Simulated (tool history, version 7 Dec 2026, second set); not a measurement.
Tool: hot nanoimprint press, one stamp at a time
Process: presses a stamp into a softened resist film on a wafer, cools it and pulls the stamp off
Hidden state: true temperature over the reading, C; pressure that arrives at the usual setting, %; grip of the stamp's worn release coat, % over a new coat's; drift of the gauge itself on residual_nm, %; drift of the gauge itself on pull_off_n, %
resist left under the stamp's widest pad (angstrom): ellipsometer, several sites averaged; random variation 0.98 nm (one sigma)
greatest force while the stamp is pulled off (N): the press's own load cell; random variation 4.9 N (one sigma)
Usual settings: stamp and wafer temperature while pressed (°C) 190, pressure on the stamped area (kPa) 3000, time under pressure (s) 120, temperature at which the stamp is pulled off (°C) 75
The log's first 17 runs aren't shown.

run,day,stamp and wafer temperature while pressed (°C),pressure on the stamped area (kPa),time under pressure (s),temperature at which the stamp is pulled off (°C),hours of work since the thermocouple was calibrated,imprints on the stamp's release coat,hours of work since the press's seals were changed,resist left under the stamp's widest pad (angstrom),greatest force while the stamp is pulled off (N)
18,6.512,190,3870,120,61,205,202,457,1315,344
19,7.067,179,3390,120,74,213,244,465,1957,270
20,7.512,190,3000,131,75,220,278,472,1413,264
21,8.088,190,3000,131,75,228,322,480,1421,273
22,8.483,186,3000,68,75,234,353,486,2060,265
23,8.746,186,3820,68,75,238,373,490,1884,280
24,9.225,186,3820,68,75,245,409,497,1882,278
25,9.529,186,3820,120,75,250,432,502,1506,277
26,9.992,187,4120,87,67,257,468,509,1612,341
27,10.479,190,3000,79,75,264,505,516,1781,285
28,10.904,190,3000,79,75,270,538,522,1766,300
29,11.162,190,3000,79,75,274,557,526,1754,290
30,11.779,190,3000,79,75,283,605,535,1770,293

Forecast each of these 4 alternatives for the next run:
# day 12.012: plate thermocouple calibrated
A,12.508,186,3000,147,75,7,651,544,?,?
# day 12.012: plate thermocouple calibrated
B,12.508,190,2970,215,67,7,651,544,?,?
# day 12.012: plate thermocouple calibrated
C,12.508,199,2720,120,75,7,651,544,?,?
# day 12.012: plate thermocouple calibrated
D,12.508,190,3000,79,70,7,651,544,?,?

run,resist left under the stamp's widest pad (angstrom),greatest force while the stamp is pulled off (N)
A,1493,294
B,1112,339
C,1174,298
D,1703,323
Without the tool's hidden state the same runs would have given:
run,resist left under the stamp's widest pad (angstrom),greatest force while the stamp is pulled off (N)
A,1468,238
B,1092,275
C,1155,241
D,1675,262

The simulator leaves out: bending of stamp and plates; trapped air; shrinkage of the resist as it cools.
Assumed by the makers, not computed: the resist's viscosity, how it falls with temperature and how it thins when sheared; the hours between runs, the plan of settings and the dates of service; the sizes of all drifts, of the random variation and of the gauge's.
